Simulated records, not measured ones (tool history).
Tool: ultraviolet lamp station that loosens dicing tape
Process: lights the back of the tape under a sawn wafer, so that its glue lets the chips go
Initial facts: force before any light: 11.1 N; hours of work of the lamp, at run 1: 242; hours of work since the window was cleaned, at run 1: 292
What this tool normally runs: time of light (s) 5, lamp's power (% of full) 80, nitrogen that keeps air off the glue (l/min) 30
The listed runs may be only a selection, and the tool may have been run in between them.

run    hour  time of light (s)  lamp's power (% of full)  nitrogen that keeps air off the glue (l/min)  hours of work of the lamp  hours of work since the window was cleaned  force that peels the tape off (N)  light that reached the tape (mJ/cm2)
  1     0.0                  5                        80                                            30                        242                                         292                              0.447                                   208
  2    31.8                  6                        80                                            30                        265                                         315                              0.271                                   245
  3    61.4                  6                        80                                            30                        287                                         337                              0.273                                   245
  4   115.9                  5                        80                                            20                        327                                         377                              0.723                                   211
  5   170.6                  5                        97                                            20                        366                                         417                              0.428                                   249
  6   230.2                  5                        97                                            20                        410                                         460                              0.427                                   250
      251.0  -- window cleaned of glue's vapour
  7   294.1                  5                        97                                            20                        456                                          31                              0.427                                   247
  8   337.9                  4                        80                                            30                        488                                          63                              0.780                                   167
  9   393.9                  4                        80                                            30                        529                                         104                              0.815                                   168
 10   458.9                  4                        80                                            30                        576                                         152                              0.775                                   167
 11   490.8                  4                        80                                            30                        599                                         175                              0.786                                   164
 12   528.0                  4                        80                                            30                        627                                         202                              0.794                                   164
 13   559.7                  5                        80                                            30                        650                                         225                              0.456                                   207
 14   612.7                  5                        80                                            30                        688                                         264                              0.452                                   211
 15   662.2                  5                        80                                            12                        724                                         300                              1.203                                   206
 16   711.5                  6                        80                                            30                        760                                         336                              0.287                                   246
 17   766.3                  6                        80                                            30                        800                                         376                              0.268                                   250
 18   824.7                  5                        80                                            30                        843                                         418                              0.448                                   209
 19   888.4                  5                        80                                            30                        889                                         465                              0.458                                   206
      903.2  -- window cleaned of glue's vapour
 20   939.2                  5                        80                                            30                        926                                          26                              0.449                                   208
 21   975.1                  5                        80                                            30                        952                                          52                              0.450                                   209
 22  1029.6                  5                        75                                            30                        992                                          92                              0.527                                   195
 23  1076.7                  5                        75                                            30                       1026                                         126                              0.537                                   198
 24  1137.2                  5                        82                                             9                       1070                                         171                              1.461                                   211

What will run 25 give?
 25  1198.9                  5                        68                                            30                       1115                                         216                                  ?                                     ?

force that peels the tape off (N): 0.678
light that reached the tape (mJ/cm2): 174
On a tool with no hidden condition, and with the same random variation, this run would have come out at force that peels the tape off (N) 0.675, light that reached the tape (mJ/cm2) 174.
